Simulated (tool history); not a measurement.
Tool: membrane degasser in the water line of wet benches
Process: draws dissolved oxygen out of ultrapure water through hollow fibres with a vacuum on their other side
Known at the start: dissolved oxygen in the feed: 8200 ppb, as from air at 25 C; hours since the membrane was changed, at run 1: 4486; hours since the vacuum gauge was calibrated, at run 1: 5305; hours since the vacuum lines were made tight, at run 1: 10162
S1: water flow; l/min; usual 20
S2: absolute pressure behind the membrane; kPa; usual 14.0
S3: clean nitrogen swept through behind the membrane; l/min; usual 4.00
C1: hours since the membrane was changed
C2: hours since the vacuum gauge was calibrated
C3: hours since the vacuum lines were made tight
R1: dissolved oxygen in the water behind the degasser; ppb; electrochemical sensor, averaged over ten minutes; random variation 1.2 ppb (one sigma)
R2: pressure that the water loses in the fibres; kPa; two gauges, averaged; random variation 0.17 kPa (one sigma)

run,day,S1,S2,S3,C1,C2,C3,R1,R2
1,0.000,20,14.0,4.00,4486,5305,10162,205.0,58.10
# day 4.492: seals of the vacuum lines changed
2,5.538,20,14.0,4.00,4617,5436,25,197.7,58.06
3,9.625,20,14.0,4.00,4715,5534,123,197.8,58.41
4,17.008,20,14.0,4.00,4892,5711,300,197.5,58.35
5,20.971,20,14.0,4.00,4987,5806,395,199.9,58.38
# day 21.538: vacuum gauge calibrated
6,25.921,20,14.0,4.00,5105,105,514,200.5,58.23
7,32.579,20,14.0,4.00,5265,265,674,199.6,58.62
8,37.671,20,9.2,4.00,5387,387,796,145.0,58.70
9,42.875,29,12.2,10.25,5512,512,921,184.2,84.88
10,49.117,29,12.2,10.25,5662,662,1070,187.3,85.11
# day 56.925: vacuum gauge calibrated, once more
11,57.171,29,24.9,2.37,5855,6,1263,685.0,85.15

5 ways to go on from here, each from the tool as it stands after run 11. What would each give?
A,61.083,29,23.0,3.67,5949,100,1357,?,?
B,61.083,13,30.3,2.37,5949,100,1357,?,?
C,61.083,20,33.5,4.00,5949,100,1357,?,?
D,61.083,31,24.9,9.88,5949,100,1357,?,?
E,61.083,29,16.1,2.37,5949,100,1357,?,?

run,R1,R2
A,472.8,84.77
B,379.9,38.12
C,418.6,58.80
D,292.6,91.15
E,465.1,85.27
Without the tool's hidden state the same runs would have given:
run,R1,R2
A,459.8,82.66
B,372.5,37.18
C,409.0,57.33
D,279.1,88.88
E,452.4,83.15

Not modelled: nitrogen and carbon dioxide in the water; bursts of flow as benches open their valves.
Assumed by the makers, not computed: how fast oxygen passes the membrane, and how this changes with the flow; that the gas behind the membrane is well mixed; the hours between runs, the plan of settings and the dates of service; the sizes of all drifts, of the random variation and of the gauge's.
